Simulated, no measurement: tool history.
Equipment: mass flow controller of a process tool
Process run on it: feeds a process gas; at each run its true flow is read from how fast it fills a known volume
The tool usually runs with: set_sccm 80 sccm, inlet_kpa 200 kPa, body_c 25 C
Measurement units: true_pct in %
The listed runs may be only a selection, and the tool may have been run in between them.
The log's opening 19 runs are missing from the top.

| run | hour | set_sccm | inlet_kpa | body_c | true_pct |
|---|---|---|---|---|---|
| 20 | 3628.5 | 82 | 147 | 25 | 98.92 |
| 21 | 3837.1 | 82 | 147 | 25 | 98.74 |
| 22 | 4056.7 | 82 | 147 | 25 | 98.87 |
| 23 | 4204 | 129 | 186 | 30 | 99.11 |
| 24 | 4337.8 | 94 | 226 | 28 | 99.09 |
|  | 4535.1 | controller's zero set anew |
| 25 | 4551.7 | 94 | 226 | 35 | 98.76 |
| 26 | 4730.3 | 33 | 200 | 21 | 99.05 |
| 27 | 4902 | 29 | 210 | 23 | 98.91 |
| 28 | 5060.8 | 29 | 210 | 23 | 98.83 |
| 29 | 5224.3 | 29 | 210 | 23 | 98.93 |
| 30 | 5448.2 | 29 | 210 | 23 | 98.9 |
| 31 | 5614.1 | 49 | 200 | 25 | 98.95 |
| 32 | 5737.2 | 194 | 218 | 25 | 100.1 |

Below are 3 alternative next runs, each starting from the tool's condition after run 32. Predict each:
| A | 5906.8 | 24 | 240 | 25 | ? |
| B | 5906.8 | 194 | 204 | 25 | ? |
| C | 5906.8 | 80 | 200 | 23 | ? |

| run | true_pct |
|---|---|
| A | 99.02 |
| B | 99.93 |
| C | 99.22 |
Without the tool's hidden state the same runs would have given:
| run | true_pct |
|---|---|
| A | 99.02 |
| B | 99.95 |
| C | 99.23 |
